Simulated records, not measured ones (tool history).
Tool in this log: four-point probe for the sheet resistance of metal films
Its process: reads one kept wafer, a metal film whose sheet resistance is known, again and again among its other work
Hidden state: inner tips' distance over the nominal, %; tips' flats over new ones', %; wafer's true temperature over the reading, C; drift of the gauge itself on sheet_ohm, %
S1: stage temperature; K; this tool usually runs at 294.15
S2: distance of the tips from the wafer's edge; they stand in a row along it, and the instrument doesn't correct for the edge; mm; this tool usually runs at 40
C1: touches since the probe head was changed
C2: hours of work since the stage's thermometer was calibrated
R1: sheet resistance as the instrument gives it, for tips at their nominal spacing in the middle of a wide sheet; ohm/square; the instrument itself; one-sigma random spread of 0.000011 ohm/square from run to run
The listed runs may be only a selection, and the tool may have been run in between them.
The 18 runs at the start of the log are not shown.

run 19 hour=219.3 | S1=307.15 S2=3 | C1=10324 C2=1615 | R1=0.056295
run 20 hour=234.3 | S1=307.15 S2=3 | C1=10609 C2=1621 | R1=0.056292
run 21 hour=252.5 | S1=302.15 S2=10 | C1=10953 C2=1629 | R1=0.053315
run 22 hour=264.2 | S1=302.15 S2=10 | C1=11176 C2=1634 | R1=0.05331
run 23 hour=277.7 | S1=295.15 S2=45 | C1=11432 C2=1640 | R1=0.052647
run 24 hour=289.3 | S1=306.15 S2=12 | C1=11652 C2=1644 | R1=0.053446
run 25 hour=301.2 | S1=306.15 S2=12 | C1=11879 C2=1649 | R1=0.053422
run 26 hour=319.4 | S1=306.15 S2=16 | C1=12223 C2=1657 | R1=0.053357
run 27 hour=337.1 | S1=292.15 S2=7 | C1=12560 C2=1664 | R1=0.053051
run 28 hour=350.9 | S1=292.15 S2=7 | C1=12822 C2=1670 | R1=0.053057
run 29 hour=369.2 | S1=299.15 S2=31 | C1=13168 C2=1678 | R1=0.052904
run 30 hour=377.3 | S1=299.15 S2=31 | C1=13323 C2=1681 | R1=0.052905

Forecast each of these 4 alternatives for the next run:
run A hour=393.6 | S1=301.15 S2=31 | C1=13632 C2=1688 | R1=?
run B hour=393.6 | S1=294.15 S2=48 | C1=13632 C2=1688 | R1=?
run C hour=393.6 | S1=307.15 S2=30 | C1=13632 C2=1688 | R1=?
run D hour=393.6 | S1=295.15 S2=40 | C1=13632 C2=1688 | R1=?

run=A R1=0.05301
run=B R1=0.052614
run=C R1=0.053317
run=D R1=0.05267
Stripped of hidden state, with their random variation kept, the same runs would have yielded:
run=A R1=0.053005
run=B R1=0.052608
run=C R1=0.053312
run=D R1=0.052665

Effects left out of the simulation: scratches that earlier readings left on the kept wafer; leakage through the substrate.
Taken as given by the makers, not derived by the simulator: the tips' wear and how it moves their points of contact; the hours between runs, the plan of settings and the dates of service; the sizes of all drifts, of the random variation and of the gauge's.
